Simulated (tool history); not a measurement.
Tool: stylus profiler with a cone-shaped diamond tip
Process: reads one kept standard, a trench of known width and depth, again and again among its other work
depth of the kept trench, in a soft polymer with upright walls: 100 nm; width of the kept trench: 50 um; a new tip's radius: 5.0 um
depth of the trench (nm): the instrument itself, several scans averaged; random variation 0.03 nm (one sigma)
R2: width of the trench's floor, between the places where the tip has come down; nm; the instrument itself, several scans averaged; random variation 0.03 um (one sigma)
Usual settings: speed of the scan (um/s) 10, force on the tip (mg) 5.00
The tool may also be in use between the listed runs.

run 1 hour=0.0 | speed_of_the_scan_(um/s)=10 force_on_the_tip_(mg)=5.00 | depth_of_the_trench_(nm)=102.63 R2=47860
run 2 hour=37.4 | speed_of_the_scan_(um/s)=10 force_on_the_tip_(mg)=5.00 | depth_of_the_trench_(nm)=102.71 R2=47790
run 3 hour=75.7 | speed_of_the_scan_(um/s)=10 force_on_the_tip_(mg)=11.84 | depth_of_the_trench_(nm)=104.68 R2=47860
run 4 hour=107.2 | speed_of_the_scan_(um/s)=10 force_on_the_tip_(mg)=11.84 | depth_of_the_trench_(nm)=104.63 R2=47820
run 5 hour=171.7 | speed_of_the_scan_(um/s)=10 force_on_the_tip_(mg)=11.84 | depth_of_the_trench_(nm)=104.68 R2=47850
run 6 hour=220.6 | speed_of_the_scan_(um/s)=10 force_on_the_tip_(mg)=5.00 | depth_of_the_trench_(nm)=102.73 R2=47870
run 7 hour=266.4 | speed_of_the_scan_(um/s)=10 force_on_the_tip_(mg)=5.00 | depth_of_the_trench_(nm)=102.74 R2=47800
run 8 hour=323.4 | speed_of_the_scan_(um/s)=10 force_on_the_tip_(mg)=5.00 | depth_of_the_trench_(nm)=102.75 R2=47810
run 9 hour=378.5 | speed_of_the_scan_(um/s)=10 force_on_the_tip_(mg)=5.00 | depth_of_the_trench_(nm)=102.71 R2=47810
run 10 hour=424.5 | speed_of_the_scan_(um/s)=10 force_on_the_tip_(mg)=5.00 | depth_of_the_trench_(nm)=102.73 R2=47820
run 11 hour=493.5 | speed_of_the_scan_(um/s)=10 force_on_the_tip_(mg)=5.00 | depth_of_the_trench_(nm)=102.74 R2=47780
-- hour=499.8 height scale calibrated on a step standard
run 12 hour=568.4 | speed_of_the_scan_(um/s)=10 force_on_the_tip_(mg)=5.00 | depth_of_the_trench_(nm)=102.84 R2=47760
run 13 hour=619.2 | speed_of_the_scan_(um/s)=33 force_on_the_tip_(mg)=3.39 | depth_of_the_trench_(nm)=102.26 R2=47660
run 14 hour=693.4 | speed_of_the_scan_(um/s)=33 force_on_the_tip_(mg)=3.39 | depth_of_the_trench_(nm)=102.24 R2=47670
run 15 hour=737.3 | speed_of_the_scan_(um/s)=29 force_on_the_tip_(mg)=10.92 | depth_of_the_trench_(nm)=104.57 R2=47740
run 16 hour=791.1 | speed_of_the_scan_(um/s)=11 force_on_the_tip_(mg)=8.98 | depth_of_the_trench_(nm)=104.09 R2=47730
run 17 hour=868.0 | speed_of_the_scan_(um/s)=29 force_on_the_tip_(mg)=8.98 | depth_of_the_trench_(nm)=104.07 R2=47670
-- hour=878.4 height scale calibrated on a step standard, once more
run 18 hour=910.0 | speed_of_the_scan_(um/s)=29 force_on_the_tip_(mg)=11.01 | depth_of_the_trench_(nm)=104.22 R2=47770
run 19 hour=951.3 | speed_of_the_scan_(um/s)=29 force_on_the_tip_(mg)=11.01 | depth_of_the_trench_(nm)=104.27 R2=47740
run 20 hour=988.4 | speed_of_the_scan_(um/s)=3 force_on_the_tip_(mg)=5.39 | depth_of_the_trench_(nm)=102.67 R2=47750
run 21 hour=1032.8 | speed_of_the_scan_(um/s)=15 force_on_the_tip_(mg)=1.92 | depth_of_the_trench_(nm)=101.35 R2=47730
run 22 hour=1067.8 | speed_of_the_scan_(um/s)=10 force_on_the_tip_(mg)=1.96 | depth_of_the_trench_(nm)=101.41 R2=47680
run 23 hour=1131.1 | speed_of_the_scan_(um/s)=10 force_on_the_tip_(mg)=1.96 | depth_of_the_trench_(nm)=101.32 R2=47680
run 24 hour=1166.8 | speed_of_the_scan_(um/s)=21 force_on_the_tip_(mg)=5.90 | depth_of_the_trench_(nm)=102.91 R2=47730

Hidden state or all else? Some run-to-run changes of depth of the trench (nm), split into what the settings, what came in and random variation would give without the hidden state, and what is left for the hidden state (with any gauge scatter that isn't in both results):
The hidden state here: radius of the tip, um; height scale over the true one, %; drift of the gauge itself on depth_nm, %; drift of the gauge itself on floor_um, %.
Run 2 -> 3: force on the tip (mg) 5.00 -> 11.84. depth of the trench (nm) +1.97: hidden state +0.01, all else +1.96.
Run 11 -> 12: height scale calibrated on a step standard. depth of the trench (nm) +0.10: hidden state +0.11, all else -0.01.
Run 14 -> 15: speed of the scan (um/s) 33 -> 29, force on the tip (mg) 3.39 -> 10.92. depth of the trench (nm) +2.33: hidden state +0.01, all else +2.32.
Run 17 -> 18: force on the tip (mg) 8.98 -> 11.01, height scale calibrated on a step standard, once more. depth of the trench (nm) +0.15: hidden state -0.37, all else +0.52.

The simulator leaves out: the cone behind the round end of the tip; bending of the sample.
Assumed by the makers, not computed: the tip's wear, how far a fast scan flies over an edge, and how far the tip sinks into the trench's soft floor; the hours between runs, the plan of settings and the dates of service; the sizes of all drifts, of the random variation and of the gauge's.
